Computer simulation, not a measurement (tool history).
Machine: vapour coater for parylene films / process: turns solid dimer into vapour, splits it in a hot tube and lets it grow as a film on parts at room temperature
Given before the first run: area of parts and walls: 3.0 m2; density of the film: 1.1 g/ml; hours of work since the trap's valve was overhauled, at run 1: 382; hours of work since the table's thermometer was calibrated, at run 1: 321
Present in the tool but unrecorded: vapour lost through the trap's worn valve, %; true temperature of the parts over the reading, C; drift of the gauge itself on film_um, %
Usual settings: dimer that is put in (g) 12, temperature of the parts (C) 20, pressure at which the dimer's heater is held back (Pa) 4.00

run   hour  dimer that is put in (g)  temperature of the parts (C)  pressure at which the dimer's heater is held back (Pa)  hours of work since the trap's valve was overhauled  hours of work since the table's thermometer was calibrated  thickness of the film (µm)
  1    0.0                        12                            20                                                    4.00                                                  382                                                         321                        2.27
  2   17.2                        12                            20                                                    4.00                                                  392                                                         330                        2.27
  3   34.2                        12                            20                                                    4.00                                                  401                                                         340                        2.28
  4   46.7                        12                            20                                                    4.00                                                  408                                                         347                        2.29
  5   59.0                        12                            20                                                    4.00                                                  415                                                         353                        2.26
  6   74.3                        12                            20                                                    4.00                                                  423                                                         362                        2.31
  7   81.7                        12                            20                                                    4.00                                                  427                                                         366                        2.26
  8   91.8                        12                            20                                                    4.00                                                  433                                                         372                        2.30
  9  107.8                        18                            20                                                    4.00                                                  442                                                         381                        3.43
 10  116.7                        18                            20                                                    4.00                                                  447                                                         385                        3.43
 11  131.2                        18                            20                                                    4.00                                                  455                                                         394                        3.43
 12  141.4                        18                            20                                                    4.00                                                  460                                                         399                        3.44
 13  156.1                        12                            20                                                    3.01                                                  469                                                         407                        2.47
 14  168.1                        12                            20                                                    3.01                                                  475                                                         414                        2.43
 15  177.3                        16                            12                                                    4.00                                                  480                                                         419                        3.61
 16  190.7                        16                            12                                                    4.00                                                  488                                                         426                        3.55
 17  202.0                         7                            25                                                   10.49                                                  494                                                         433                        0.94
 18  215.0                         9                            12                                                    3.65                                                  501                                                         440                        2.07
 19  224.7                         9                            12                                                    3.65                                                  507                                                         445                        2.05
 20  233.7                         9                            12                                                    3.65                                                  512                                                         450                        2.04
 21  244.0                        12                            14                                                    4.00                                                  517                                                         456                        2.60
 22  254.9                        12                            14                                                    4.00                                                  523                                                         462                        2.58
 23  263.1                         5                            13                                                    5.04                                                  528                                                         467                        1.06
 24  280.5                         5                            13                                                    5.04                                                  538                                                         476                        1.04
 25  295.0                        12                            20                                                   10.93                                                  546                                                         484                        1.84
 26  302.2                         5                            15                                                    4.00                                                  550                                                         488                        1.06
 27  315.5                         7                            27                                                   10.57                                                  557                                                         496                        0.90

Forecast run 28:
 28  328.9                        21                            12                                                   10.57                                                  564                                                         503                           ?

{"run 28": {"thickness of the film (µm)": 3.76}}
With no hidden state in the tool, this same run would have given thickness of the film (µm) 3.78.

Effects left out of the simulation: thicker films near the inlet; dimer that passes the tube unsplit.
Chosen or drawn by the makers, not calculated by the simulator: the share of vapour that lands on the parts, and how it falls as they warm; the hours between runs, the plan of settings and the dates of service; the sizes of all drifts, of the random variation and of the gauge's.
